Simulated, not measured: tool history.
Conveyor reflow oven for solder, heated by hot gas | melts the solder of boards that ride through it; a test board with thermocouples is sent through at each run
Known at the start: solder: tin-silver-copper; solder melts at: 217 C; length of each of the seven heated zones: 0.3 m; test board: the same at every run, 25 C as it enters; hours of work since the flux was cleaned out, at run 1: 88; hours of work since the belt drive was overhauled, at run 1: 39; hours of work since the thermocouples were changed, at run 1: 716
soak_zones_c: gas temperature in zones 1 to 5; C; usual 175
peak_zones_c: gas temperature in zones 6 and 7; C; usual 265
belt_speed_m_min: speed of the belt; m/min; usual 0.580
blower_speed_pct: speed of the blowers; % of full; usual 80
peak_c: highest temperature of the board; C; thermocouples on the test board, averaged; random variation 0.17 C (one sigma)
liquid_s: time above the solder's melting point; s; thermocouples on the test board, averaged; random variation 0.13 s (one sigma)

run   hour  soak_zones_c  peak_zones_c  belt_speed_m_min  blower_speed_pct  hours of work since the flux was cleaned out  hours of work since the belt drive was overhauled  hours of work since the thermocouples were changed  peak_c  liquid_s
  1    0.0           175           265             0.580                80                                            88                                                 39                                                 716   252.1      47.7
  2   24.8           175           265             0.580                79                                            99                                                 51                                                 728   252.0      47.6
  3   54.6           175           265             0.580                79                                           113                                                 64                                                 741   251.5      47.5
  4   89.6           175           265             0.580                80                                           129                                                 80                                                 757   252.0      47.6
  5  116.8           175           265             0.580                80                                           141                                                 93                                                 770   251.8      47.4
  6  137.3           175           265             0.580                74                                           151                                                102                                                 779   251.0      46.5
  7  177.6           170           265             0.580                74                                           169                                                121                                                 798   250.3      44.9
  8  197.0           170           265             0.580                74                                           178                                                130                                                 806   250.0      44.8
  9  241.3           176           265             0.580                80                                           198                                                150                                                 827   251.5      47.7
 10  262.7           176           265             0.580                80                                           208                                                160                                                 836   251.5      47.3
 11  283.2           176           265             0.580                80                                           218                                                169                                                 846   251.6      47.4
 12  323.9           175           265             0.580                80                                           236                                                188                                                 864   251.0      47.1
 13  369.9           175           265             0.580                80                                           257                                                209                                                 886   250.8      46.7
 14  405.1           175           265             0.580                80                                           273                                                225                                                 902   251.0      46.8
 15  439.0           175           265             0.580                80                                           289                                                240                                                 917   250.5      46.6
 16  461.6           175           264             0.605                80                                           299                                                251                                                 928   248.5      43.0
 17  500.6           181           265             0.580                80                                           317                                                269                                                 945   251.4      49.1
 18  531.8           181           265             0.580                80                                           331                                                283                                                 960   251.6      48.7
     540.3  -- flux residue cleaned out of gas plates and filters
 19  557.1           178           253             0.568                80                                             8                                                292                                                 969   239.8      40.8
 20  594.4           175           279             0.580                62                                            25                                                309                                                 986   259.3      50.3
 21  631.3           175           279             0.580                62                                            42                                                326                                                1003   259.0      50.1
 22  666.2           175           273             0.580                75                                            58                                                342                                                1019   255.8      48.8
 23  693.4           188           268             0.506                72                                            70                                                354                                                1031   256.0      62.2
 24  738.6           175           265             0.531                80                                            91                                                375                                                1052   251.5      51.4
     752.6  -- flux residue cleaned out of gas plates and filters, once more
 25  778.7           175           265             0.531                80                                            12                                                391                                                1068   254.3      54.4
 26  807.9           185           265             0.613                83                                            25                                                405                                                1081   252.9      48.3
 27  854.6           185           265             0.613                83                                            47                                                426                                                1103   252.7      48.3
 28  894.9           169           265             0.564                69                                            65                                                444                                                1121   250.3      46.3
 29  919.3           169           273             0.570                69                                            76                                                456                                                1132   257.4      49.5
 30  950.2           175           265             0.487                80                                            90                                                470                                                1147   255.5      60.6

4 ways to go on from here, each from the tool as it stands after run 30. What would each give?
  A  996.5           177           265             0.464                80                                           112                                                491                                                1168       ?         ?
  B  996.5           162           265             0.487                80                                           112                                                491                                                1168       ?         ?
  C  996.5           175           265             0.504                80                                           112                                                491                                                1168       ?         ?
  D  996.5           181           265             0.534                51                                           112                                                491                                                1168       ?         ?

run  peak_c  liquid_s
  A   256.7      65.0
  B   254.2      55.9
  C   254.8      57.6
  D   250.4      52.6
Without the tool's hidden state the same runs would have given:
run  peak_c  liquid_s
  A   258.7      65.7
  B   256.2      56.9
  C   256.8      58.4
  D   252.3      53.5

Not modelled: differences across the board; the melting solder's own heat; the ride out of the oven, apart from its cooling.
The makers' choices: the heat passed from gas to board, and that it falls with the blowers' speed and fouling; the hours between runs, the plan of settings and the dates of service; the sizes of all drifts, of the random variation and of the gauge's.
